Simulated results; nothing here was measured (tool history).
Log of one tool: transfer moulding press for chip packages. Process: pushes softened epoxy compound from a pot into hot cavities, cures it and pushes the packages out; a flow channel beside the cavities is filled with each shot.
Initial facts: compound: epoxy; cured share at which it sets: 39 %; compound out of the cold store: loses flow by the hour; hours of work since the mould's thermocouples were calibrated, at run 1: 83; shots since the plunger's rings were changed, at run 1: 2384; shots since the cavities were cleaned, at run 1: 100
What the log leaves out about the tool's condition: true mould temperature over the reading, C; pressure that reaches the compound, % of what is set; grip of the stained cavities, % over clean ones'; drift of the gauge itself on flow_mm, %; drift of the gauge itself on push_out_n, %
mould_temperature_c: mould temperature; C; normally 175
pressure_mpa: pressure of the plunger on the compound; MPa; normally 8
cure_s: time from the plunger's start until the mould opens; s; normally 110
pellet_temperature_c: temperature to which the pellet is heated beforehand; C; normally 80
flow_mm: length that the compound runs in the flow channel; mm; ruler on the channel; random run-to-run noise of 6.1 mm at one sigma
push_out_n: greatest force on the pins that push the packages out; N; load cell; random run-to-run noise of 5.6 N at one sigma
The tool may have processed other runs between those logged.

run,hour,mould_temperature_c,pressure_mpa,cure_s,pellet_temperature_c,hours of work since the mould's thermocouples were calibrated,shots since the plunger's rings were changed,shots since the cavities were cleaned,incoming compound's hours out of the cold store,flow_mm,push_out_n
1,0,175,8,110,80,83,2384,100,40.2,631,230
2,21.9,175,8,110,80,93,2570,286,31.5,652,270
3,39.7,175,8,110,82,101,2721,437,21.7,684,297
# hour 53.4: cavities cleaned with cleaning compound and waxed
4,59,175,8,110,82,109,2873,48,37.6,635,215
5,76.8,175,8,110,82,118,3024,199,36.3,637,264
6,106.8,175,6.94,110,80,132,3279,454,19.7,634,296
# hour 119: cavities cleaned with cleaning compound and waxed
7,129.7,175,6.94,110,80,141,3461,92,16.7,635,234
# hour 136.4: plunger's sealing rings changed
8,155,175,8,136,80,152,158,285,33.3,676,212
9,177.4,175,8,110,80,162,349,476,11.7,736,325
# hour 185.2: cavities cleaned with cleaning compound and waxed
10,192.1,175,8,110,88,169,460,58,43.7,642,210
11,206.5,175,8,102,80,175,583,181,38.4,666,280
12,230.4,175,8,102,73,186,786,384,22.8,712,348
# hour 251.1: cavities cleaned with cleaning compound and waxed
13,258.9,175,8,102,73,199,1015,66,35.5,656,264
14,274.8,175,8,102,73,206,1150,201,27.6,682,314
15,293.4,168,6.68,135,84,215,1308,359,8.9,705,336
16,307.7,173,8,95,70,221,1430,481,44.5,642,489
# hour 315.5: cavities cleaned with cleaning compound and waxed
17,338.7,168,6.81,97,70,235,1681,197,11.8,695,620
18,360.6,168,6.81,97,70,245,1867,383,41.3,618,644
# hour 363.9: mould's thermocouples calibrated
# hour 381.1: cavities cleaned with cleaning compound and waxed
19,386.8,168,6.89,121,75,10,2060,49,36.8,624,304
20,414.2,178,6.89,108,75,23,2293,282,32.1,597,254
21,435.4,178,6.89,108,75,32,2472,461,32.8,605,274
# hour 447.1: cavities cleaned with cleaning compound and waxed
22,451.9,170,7.25,117,83,39,2600,41,21.8,668,289
23,468.8,170,7.25,117,83,47,2743,184,22.1,660,326
24,498,170,7.25,117,83,61,2992,433,40.4,619,359

Run 25 has not been measured yet. What should we expect?
# hour 510.6: cavities cleaned with cleaning compound and waxed
# hour 515.3: mould's thermocouples calibrated, once more
25,533.6,170,7.25,117,83,8,3264,178,41.8,?,?

For run 25 the tool returned flow_mm 620 mm, push_out_n 313 N.
Were there no unlogged condition in the tool, this run, its random variation unchanged, would have produced flow_mm 655 mm, push_out_n 242 N.

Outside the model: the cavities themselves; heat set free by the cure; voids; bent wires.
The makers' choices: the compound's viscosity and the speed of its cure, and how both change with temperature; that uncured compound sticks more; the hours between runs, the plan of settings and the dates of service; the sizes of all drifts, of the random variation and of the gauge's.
